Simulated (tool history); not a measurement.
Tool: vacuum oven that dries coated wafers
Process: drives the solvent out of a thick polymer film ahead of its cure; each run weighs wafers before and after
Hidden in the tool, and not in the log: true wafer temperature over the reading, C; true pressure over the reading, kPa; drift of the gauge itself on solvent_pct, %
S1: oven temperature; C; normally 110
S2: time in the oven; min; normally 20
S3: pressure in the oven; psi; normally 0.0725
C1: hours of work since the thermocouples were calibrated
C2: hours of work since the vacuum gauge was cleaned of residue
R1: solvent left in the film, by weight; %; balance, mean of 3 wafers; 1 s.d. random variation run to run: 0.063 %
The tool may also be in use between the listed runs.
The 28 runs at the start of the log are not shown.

run,day,S1,S2,S3,C1,C2,R1
29,17.238,104,19,0.0725,498,187,5.61
30,17.629,97,16,0.0725,502,191,7.89
31,18.225,120,18,0.2006,508,198,3.03
32,19.117,100,34,0.2006,517,207,4.61
33,19.521,100,29,0.2006,521,211,5.37
34,20.233,100,29,0.2006,529,218,5.22
35,20.846,100,12,0.1539,535,225,9.05
36,21.292,100,16,0.1539,540,229,7.78
37,21.717,110,36,0.0529,544,234,1.44
38,22.517,112,14,0.0725,552,242,5.15
39,22.933,123,14,0.0437,556,246,2.85

Here are 5 independent what-if runs from the current tool condition. What would each one return?
A,23.825,106,14,0.0437,566,255,?
B,23.825,96,14,0.0437,566,255,?
C,23.825,110,14,0.0437,566,255,?
D,23.825,123,17,0.0437,566,255,?
E,23.825,123,14,0.1622,566,255,?

run,R1
A,6.49
B,8.58
C,5.53
D,2.06
E,3.48
Without the tool's hidden state the same runs would have given:
run,R1
A,6.48
B,8.57
C,5.52
D,2.05
E,3.47
